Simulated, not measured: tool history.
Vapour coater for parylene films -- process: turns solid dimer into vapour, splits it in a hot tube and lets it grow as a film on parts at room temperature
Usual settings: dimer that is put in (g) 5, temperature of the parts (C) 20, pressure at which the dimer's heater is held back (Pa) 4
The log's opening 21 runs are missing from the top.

run     day  dimer that is put in (g)  temperature of the parts (C)  pressure at which the dimer's heater is held back (Pa)  thickness of the film (µm)
 22  13.117                         5                            20                                                   11.91                        1.96
 23  13.875                         7                            16                                                   11.91                        2.94
 24  14.254                         7                            21                                                    3.88                        3.21
     14.354  -- table's thermometer calibrated
 25  14.875                         7                            21                                                    3.88                         3.2
 26  15.525                         6                            16                                                   11.31                        2.58
 27  15.938                         5                            16                                                    7.68                        2.29
 28  16.529                         3                            20                                                    3.25                        1.45
 29  17.062                         5                            13                                                    6.43                        2.48
 30  17.854                         5                            13                                                    6.43                        2.45
 31  18.608                         7                            20                                                    8.61                        2.92
 32  19.183                         5                            20                                                    4.18                        2.32
 33  19.796                         5                            14                                                    2.36                        2.83
     19.888  -- table's thermometer calibrated, once more
 34  20.279                         3                            19                                                    9.89                         1.2
 35  20.704                         6                            17                                                     2.7                        3.02
 36  21.475                         6                            17                                                     2.7                        3.01
 37      22                         3                            17                                                    2.42                        1.54
 38  22.775                         2                            14                                                       4                           1
 39  23.371                         2                            14                                                    2.83                        1.05
     24.183  -- trap's valve overhauled
 40  24.329                         2                            14                                                    2.83                        1.12
 41  24.754                         4                            13                                                       7                        1.97

Alternative continuations, all from the tool just after run 41; predict every row:
  A  25.196                         4                            16                                                    4.14                           ?
  B  25.196                         3                            13                                                    5.01                           ?
  C  25.196                         4                            23                                                       7                           ?

run  thickness of the film (µm)
  A                        1.99
  B                        1.55
  C                        1.63
With the hidden condition removed and each run's random variation left untouched, the same runs would have given:
run  thickness of the film (µm)
  A                           2
  B                        1.56
  C                        1.64
